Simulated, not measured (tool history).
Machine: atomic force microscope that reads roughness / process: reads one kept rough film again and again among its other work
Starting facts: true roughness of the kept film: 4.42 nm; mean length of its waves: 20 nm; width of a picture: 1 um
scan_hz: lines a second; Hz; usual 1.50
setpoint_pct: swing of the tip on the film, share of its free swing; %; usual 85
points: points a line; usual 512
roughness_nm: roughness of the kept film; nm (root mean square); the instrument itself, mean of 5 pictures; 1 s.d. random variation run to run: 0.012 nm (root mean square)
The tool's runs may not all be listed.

Run 1, hour 0.0: usual settings. Result: roughness_nm 2.332 nm (root mean square).
Run 2, hour 12.1: usual settings. Result: roughness_nm 2.266 nm (root mean square).
Run 3, hour 19.5: usual settings. Result: roughness_nm 2.227 nm (root mean square).
Run 4, hour 31.7: usual settings. Result: roughness_nm 2.203 nm (root mean square).
Run 5, hour 39.4: usual settings. Result: roughness_nm 2.172 nm (root mean square).
Run 6, hour 53.4: usual settings. Result: roughness_nm 2.126 nm (root mean square).
Run 7, hour 62.0: usual settings. Result: roughness_nm 2.080 nm (root mean square).
Run 8, hour 78.0: usual settings. Result: roughness_nm 2.054 nm (root mean square).
Run 9, hour 86.6: usual settings but scan_hz 0.67 Hz. Result: roughness_nm 2.148 nm (root mean square).
Run 10, hour 95.3: usual settings but scan_hz 0.64 Hz, setpoint_pct 69 %. Result: roughness_nm 2.177 nm (root mean square).
At hour 97.5: height scale calibrated on a step standard.
Run 11, hour 113.0: usual settings but scan_hz 3.71 Hz, setpoint_pct 59 %, points 273. Result: roughness_nm 1.986 nm (root mean square).
Run 12, hour 128.9: usual settings but scan_hz 1.90 Hz, points 383. Result: roughness_nm 1.855 nm (root mean square).
Run 13, hour 145.9: usual settings but scan_hz 2.31 Hz, points 414. Result: roughness_nm 1.761 nm (root mean square).
Run 14, hour 161.8: usual settings but scan_hz 2.31 Hz, points 414. Result: roughness_nm 1.714 nm (root mean square).
Run 15, hour 176.1: usual settings but scan_hz 1.38 Hz, setpoint_pct 78 %, points 259. Result: roughness_nm 1.804 nm (root mean square).
At hour 186.7: height scale calibrated on a step standard, once more.
Run 16, hour 191.5: usual settings but scan_hz 1.04 Hz, setpoint_pct 65 %, points 357. Result: roughness_nm 1.886 nm (root mean square).
Run 17, hour 199.9: usual settings but scan_hz 2.65 Hz. Result: roughness_nm 1.621 nm (root mean square).

What if the next run were any one of these 4? Each begins from the tool's condition after run 17:
Run A, hour 211.5: usual settings but scan_hz 0.62 Hz, setpoint_pct 70 %, points 782. Result: roughness_nm ?.
Run B, hour 211.5: usual settings but scan_hz 1.96 Hz, points 357. Result: roughness_nm ?.
Run C, hour 211.5: usual settings but scan_hz 0.50 Hz. Result: roughness_nm ?.
Run D, hour 211.5: usual settings but scan_hz 2.74 Hz, setpoint_pct 84 %, points 299. Result: roughness_nm ?.

run  roughness_nm
  A         1.866
  B         1.643
  C         1.822
  D         1.561
With the hidden condition removed and each run's random variation left untouched, the same runs would have given:
run  roughness_nm
  A         2.990
  B         2.636
  C         2.924
  D         2.504
